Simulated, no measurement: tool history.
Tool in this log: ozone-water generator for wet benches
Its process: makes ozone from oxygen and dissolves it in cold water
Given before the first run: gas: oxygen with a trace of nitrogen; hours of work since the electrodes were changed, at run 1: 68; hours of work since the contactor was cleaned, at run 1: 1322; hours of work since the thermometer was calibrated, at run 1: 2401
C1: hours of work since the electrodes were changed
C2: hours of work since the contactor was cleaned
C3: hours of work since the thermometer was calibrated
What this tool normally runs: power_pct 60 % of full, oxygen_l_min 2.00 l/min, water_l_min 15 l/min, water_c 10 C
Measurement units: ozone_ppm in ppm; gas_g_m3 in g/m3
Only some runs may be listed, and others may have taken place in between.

{"run": 1, "hour": 0.0, "power_pct": 60, "oxygen_l_min": 2.0, "water_l_min": 15, "water_c": 10, "C1": 68, "C2": 1322, "C3": 2401, "ozone_ppm": 15.1, "gas_g_m3": 224.0}
{"run": 2, "hour": 28.5, "power_pct": 60, "oxygen_l_min": 2.0, "water_l_min": 12, "water_c": 10, "C1": 88, "C2": 1342, "C3": 2421, "ozone_ppm": 18.2, "gas_g_m3": 223.7}
{"run": 3, "hour": 76.5, "power_pct": 60, "oxygen_l_min": 2.0, "water_l_min": 10, "water_c": 10, "C1": 122, "C2": 1376, "C3": 2455, "ozone_ppm": 21.3, "gas_g_m3": 224.8}
{"run": 4, "hour": 106.8, "power_pct": 60, "oxygen_l_min": 2.0, "water_l_min": 10, "water_c": 10, "C1": 143, "C2": 1397, "C3": 2477, "ozone_ppm": 21.4, "gas_g_m3": 221.4}
{"run": 5, "hour": 155.0, "power_pct": 60, "oxygen_l_min": 2.0, "water_l_min": 10, "water_c": 10, "C1": 177, "C2": 1431, "C3": 2511, "ozone_ppm": 21.0, "gas_g_m3": 224.6}
{"run": 6, "hour": 178.5, "power_pct": 60, "oxygen_l_min": 2.0, "water_l_min": 10, "water_c": 10, "C1": 193, "C2": 1448, "C3": 2527, "ozone_ppm": 21.4, "gas_g_m3": 223.3}
{"run": 7, "hour": 203.3, "power_pct": 60, "oxygen_l_min": 2.0, "water_l_min": 10, "water_c": 10, "C1": 211, "C2": 1465, "C3": 2545, "ozone_ppm": 21.0, "gas_g_m3": 222.6}
{"run": 8, "hour": 240.3, "power_pct": 60, "oxygen_l_min": 2.0, "water_l_min": 10, "water_c": 10, "C1": 237, "C2": 1491, "C3": 2571, "ozone_ppm": 21.3, "gas_g_m3": 223.0}
{"run": 9, "hour": 290.4, "power_pct": 60, "oxygen_l_min": 1.24, "water_l_min": 10, "water_c": 10, "C1": 272, "C2": 1526, "C3": 2606, "ozone_ppm": 17.8, "gas_g_m3": 269.2}
{"run": 10, "hour": 337.1, "power_pct": 60, "oxygen_l_min": 2.0, "water_l_min": 15, "water_c": 13, "C1": 305, "C2": 1559, "C3": 2639, "ozone_ppm": 14.6, "gas_g_m3": 225.8}
{"run": 11, "hour": 372.1, "power_pct": 60, "oxygen_l_min": 1.05, "water_l_min": 15, "water_c": 10, "C1": 330, "C2": 1584, "C3": 2664, "ozone_ppm": 11.2, "gas_g_m3": 287.0}
{"run": 12, "hour": 406.3, "power_pct": 60, "oxygen_l_min": 1.05, "water_l_min": 15, "water_c": 10, "C1": 354, "C2": 1608, "C3": 2688, "ozone_ppm": 11.4, "gas_g_m3": 284.2}
{"run": 13, "hour": 438.2, "power_pct": 60, "oxygen_l_min": 1.05, "water_l_min": 15, "water_c": 10, "C1": 376, "C2": 1631, "C3": 2710, "ozone_ppm": 11.0, "gas_g_m3": 286.5}
{"run": 14, "hour": 472.1, "power_pct": 98, "oxygen_l_min": 2.0, "water_l_min": 15, "water_c": 10, "C1": 400, "C2": 1654, "C3": 2734, "ozone_ppm": 21.7, "gas_g_m3": 330.4}
{"run": 15, "hour": 501.4, "power_pct": 98, "oxygen_l_min": 2.0, "water_l_min": 15, "water_c": 10, "C1": 421, "C2": 1675, "C3": 2755, "ozone_ppm": 21.7, "gas_g_m3": 328.5}
{"run": 16, "hour": 542.7, "power_pct": 60, "oxygen_l_min": 2.0, "water_l_min": 15, "water_c": 10, "C1": 450, "C2": 1704, "C3": 2784, "ozone_ppm": 14.6, "gas_g_m3": 222.5}
{"run": 17, "hour": 581.8, "power_pct": 60, "oxygen_l_min": 2.0, "water_l_min": 15, "water_c": 10, "C1": 478, "C2": 1732, "C3": 2811, "ozone_ppm": 14.8, "gas_g_m3": 222.8}
{"run": 18, "hour": 608.4, "power_pct": 60, "oxygen_l_min": 2.77, "water_l_min": 15, "water_c": 9, "C1": 496, "C2": 1750, "C3": 2830, "ozone_ppm": 16.7, "gas_g_m3": 195.9}
{"run": 19, "hour": 631.6, "power_pct": 60, "oxygen_l_min": 2.77, "water_l_min": 15, "water_c": 9, "C1": 513, "C2": 1767, "C3": 2846, "ozone_ppm": 16.6, "gas_g_m3": 196.3}
{"run": 20, "hour": 666.4, "power_pct": 60, "oxygen_l_min": 2.77, "water_l_min": 15, "water_c": 9, "C1": 537, "C2": 1791, "C3": 2871, "ozone_ppm": 16.7, "gas_g_m3": 198.2}
{"run": 21, "hour": 698.3, "power_pct": 60, "oxygen_l_min": 2.77, "water_l_min": 15, "water_c": 9, "C1": 560, "C2": 1814, "C3": 2893, "ozone_ppm": 16.5, "gas_g_m3": 197.9}
{"run": 22, "hour": 745.1, "power_pct": 56, "oxygen_l_min": 2.77, "water_l_min": 18, "water_c": 9, "C1": 593, "C2": 1847, "C3": 2926, "ozone_ppm": 13.6, "gas_g_m3": 187.1}
{"hour": 752.3, "done": "contactor cleaned"}
{"run": 23, "hour": 785.9, "power_pct": 60, "oxygen_l_min": 2.08, "water_l_min": 19, "water_c": 6, "C1": 619, "C2": 24, "C3": 2952, "ozone_ppm": 11.9, "gas_g_m3": 218.3}

What does the tool deliver on the next run?
{"run": 24, "hour": 821.9, "power_pct": 60, "oxygen_l_min": 2.08, "water_l_min": 19, "water_c": 6, "C1": 644, "C2": 49, "C3": 2978, "ozone_ppm": "?", "gas_g_m3": "?"}

ozone_ppm: 11.9 ppm
gas_g_m3: 220.6 g/m3
If the tool had no hidden condition, the same run with the same run-to-run variation would have returned ozone_ppm 12.4 ppm, gas_g_m3 221.9 g/m3.
